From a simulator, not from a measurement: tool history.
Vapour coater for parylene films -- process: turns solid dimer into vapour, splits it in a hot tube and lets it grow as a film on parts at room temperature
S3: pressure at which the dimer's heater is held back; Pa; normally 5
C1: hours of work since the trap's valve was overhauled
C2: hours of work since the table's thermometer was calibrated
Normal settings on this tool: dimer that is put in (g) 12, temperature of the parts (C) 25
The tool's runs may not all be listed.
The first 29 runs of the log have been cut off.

{"run": 30, "hour": 679.2, "dimer that is put in (g)": 7, "temperature of the parts (C)": 25, "S3": 2.94, "C1": 74, "C2": 700, "thickness of the film (µm)": 2.25}
{"run": 31, "hour": 709.0, "dimer that is put in (g)": 13, "temperature of the parts (C)": 36, "S3": 5, "C1": 91, "C2": 718, "thickness of the film (µm)": 2.51}
{"run": 32, "hour": 738.1, "dimer that is put in (g)": 9, "temperature of the parts (C)": 25, "S3": 5, "C1": 109, "C2": 735, "thickness of the film (µm)": 2.77}
{"run": 33, "hour": 762.2, "dimer that is put in (g)": 11, "temperature of the parts (C)": 27, "S3": 5, "C1": 123, "C2": 750, "thickness of the film (µm)": 3.18}
{"run": 34, "hour": 784.9, "dimer that is put in (g)": 12, "temperature of the parts (C)": 25, "S3": 5.68, "C1": 137, "C2": 763, "thickness of the film (µm)": 3.68}
{"run": 35, "hour": 803.5, "dimer that is put in (g)": 12, "temperature of the parts (C)": 25, "S3": 5.68, "C1": 148, "C2": 774, "thickness of the film (µm)": 3.64}
{"run": 36, "hour": 834.9, "dimer that is put in (g)": 12, "temperature of the parts (C)": 30, "S3": 5.26, "C1": 167, "C2": 793, "thickness of the film (µm)": 3.01}
{"run": 37, "hour": 866.5, "dimer that is put in (g)": 12, "temperature of the parts (C)": 30, "S3": 3.23, "C1": 186, "C2": 812, "thickness of the film (µm)": 3.08}
{"run": 38, "hour": 880.5, "dimer that is put in (g)": 12, "temperature of the parts (C)": 30, "S3": 3.23, "C1": 195, "C2": 821, "thickness of the film (µm)": 3.04}
{"run": 39, "hour": 914.4, "dimer that is put in (g)": 12, "temperature of the parts (C)": 30, "S3": 3.23, "C1": 215, "C2": 841, "thickness of the film (µm)": 3.04}
{"run": 40, "hour": 929.5, "dimer that is put in (g)": 12, "temperature of the parts (C)": 25, "S3": 4.37, "C1": 224, "C2": 850, "thickness of the film (µm)": 3.72}
{"run": 41, "hour": 954.2, "dimer that is put in (g)": 11, "temperature of the parts (C)": 27, "S3": 5, "C1": 239, "C2": 865, "thickness of the film (µm)": 3.08}
{"run": 42, "hour": 969.7, "dimer that is put in (g)": 12, "temperature of the parts (C)": 30, "S3": 5, "C1": 248, "C2": 874, "thickness of the film (µm)": 2.97}
{"run": 43, "hour": 988.8, "dimer that is put in (g)": 12, "temperature of the parts (C)": 19, "S3": 8.53, "C1": 260, "C2": 886, "thickness of the film (µm)": 4.51}
{"run": 44, "hour": 1018.4, "dimer that is put in (g)": 22, "temperature of the parts (C)": 25, "S3": 5, "C1": 278, "C2": 904, "thickness of the film (µm)": 6.67}
{"run": 45, "hour": 1041.8, "dimer that is put in (g)": 22, "temperature of the parts (C)": 29, "S3": 11.63, "C1": 292, "C2": 918, "thickness of the film (µm)": 5.32}
{"run": 46, "hour": 1067.0, "dimer that is put in (g)": 9, "temperature of the parts (C)": 22, "S3": 11.63, "C1": 307, "C2": 933, "thickness of the film (µm)": 2.97}
{"run": 47, "hour": 1089.8, "dimer that is put in (g)": 20, "temperature of the parts (C)": 22, "S3": 11.63, "C1": 320, "C2": 947, "thickness of the film (µm)": 6.53}

Consider 4 possible next runs. They are alternatives, not a sequence: every one starts from the tool as it was left by run 47. What does each give?
{"run": "A", "hour": 1113.1, "dimer that is put in (g)": 12, "temperature of the parts (C)": 20, "S3": 5.67, "C1": 334, "C2": 961, "thickness of the film (µm)": "?"}
{"run": "B", "hour": 1113.1, "dimer that is put in (g)": 17, "temperature of the parts (C)": 25, "S3": 11.58, "C1": 334, "C2": 961, "thickness of the film (µm)": "?"}
{"run": "C", "hour": 1113.1, "dimer that is put in (g)": 12, "temperature of the parts (C)": 25, "S3": 2.52, "C1": 334, "C2": 961, "thickness of the film (µm)": "?"}
{"run": "D", "hour": 1113.1, "dimer that is put in (g)": 15, "temperature of the parts (C)": 23, "S3": 2.23, "C1": 334, "C2": 961, "thickness of the film (µm)": "?"}

run=A thickness_of_the_film_(µm)=4.43
run=B thickness_of_the_film_(µm)=4.85
run=C thickness_of_the_film_(µm)=3.76
run=D thickness_of_the_film_(µm)=5.17
With no hidden state in the tool, these same runs would have given:
run=A thickness_of_the_film_(µm)=4.69
run=B thickness_of_the_film_(µm)=5.13
run=C thickness_of_the_film_(µm)=3.98
run=D thickness_of_the_film_(µm)=5.47
